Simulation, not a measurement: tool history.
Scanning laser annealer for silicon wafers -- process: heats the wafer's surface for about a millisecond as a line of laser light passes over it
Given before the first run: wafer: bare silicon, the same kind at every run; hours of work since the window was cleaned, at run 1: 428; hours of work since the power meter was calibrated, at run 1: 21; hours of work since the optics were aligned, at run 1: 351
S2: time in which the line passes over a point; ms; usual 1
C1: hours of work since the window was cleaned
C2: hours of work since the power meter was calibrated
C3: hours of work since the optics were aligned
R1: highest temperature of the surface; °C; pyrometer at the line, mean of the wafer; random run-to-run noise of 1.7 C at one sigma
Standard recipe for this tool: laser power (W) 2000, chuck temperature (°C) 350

run 1 hour=0 | laser_power_(W)=2000 S2=1 chuck_temperature_(°C)=350 | C1=428 C2=21 C3=351 | R1=1121
run 2 hour=21.7 | laser_power_(W)=2000 S2=1 chuck_temperature_(°C)=350 | C1=443 C2=37 C3=366 | R1=1120
run 3 hour=36.1 | laser_power_(W)=2000 S2=1 chuck_temperature_(°C)=338 | C1=453 C2=47 C3=377 | R1=1108
run 4 hour=59.8 | laser_power_(W)=2000 S2=1 chuck_temperature_(°C)=338 | C1=470 C2=64 C3=393 | R1=1106
run 5 hour=79.9 | laser_power_(W)=2000 S2=1 chuck_temperature_(°C)=338 | C1=485 C2=78 C3=408 | R1=1105
run 6 hour=99.9 | laser_power_(W)=2000 S2=1 chuck_temperature_(°C)=338 | C1=499 C2=92 C3=422 | R1=1107
run 7 hour=121.4 | laser_power_(W)=2000 S2=1 chuck_temperature_(°C)=338 | C1=514 C2=108 C3=437 | R1=1109
run 8 hour=138 | laser_power_(W)=2000 S2=0.88 chuck_temperature_(°C)=379 | C1=526 C2=120 C3=449 | R1=1099
run 9 hour=160.8 | laser_power_(W)=2000 S2=0.88 chuck_temperature_(°C)=379 | C1=542 C2=136 C3=466 | R1=1098
-- hour=165.7 laser's power meter calibrated
run 10 hour=188.9 | laser_power_(W)=2000 S2=0.88 chuck_temperature_(°C)=379 | C1=560 C2=17 C3=484 | R1=1099
run 11 hour=215.7 | laser_power_(W)=1716 S2=0.91 chuck_temperature_(°C)=337 | C1=579 C2=36 C3=503 | R1=971
-- hour=232.5 window over the wafer cleaned
-- hour=245.1 laser's power meter calibrated, once more
run 12 hour=246.7 | laser_power_(W)=1716 S2=0.91 chuck_temperature_(°C)=337 | C1=8 C2=1 C3=521 | R1=981
run 13 hour=264.2 | laser_power_(W)=2000 S2=1.05 chuck_temperature_(°C)=350 | C1=21 C2=14 C3=534 | R1=1147
run 14 hour=286.4 | laser_power_(W)=2000 S2=1.05 chuck_temperature_(°C)=341 | C1=36 C2=29 C3=550 | R1=1140

4 ways to go on from here, each from the tool as it stands after run 14. What would each give?
run A hour=303.9 | laser_power_(W)=2167 S2=0.75 chuck_temperature_(°C)=324 | C1=49 C2=42 C3=562 | R1=?
run B hour=303.9 | laser_power_(W)=2070 S2=0.97 chuck_temperature_(°C)=350 | C1=49 C2=42 C3=562 | R1=?
run C hour=303.9 | laser_power_(W)=2059 S2=1 chuck_temperature_(°C)=353 | C1=49 C2=42 C3=562 | R1=?
run D hour=303.9 | laser_power_(W)=2000 S2=1 chuck_temperature_(°C)=315 | C1=49 C2=42 C3=562 | R1=?

run=A R1=1048
run=B R1=1142
run=C R1=1150
run=D R1=1096
Had the tool no hidden state, the same runs would have come out as:
run=A R1=1050
run=B R1=1145
run=C R1=1152
run=D R1=1099
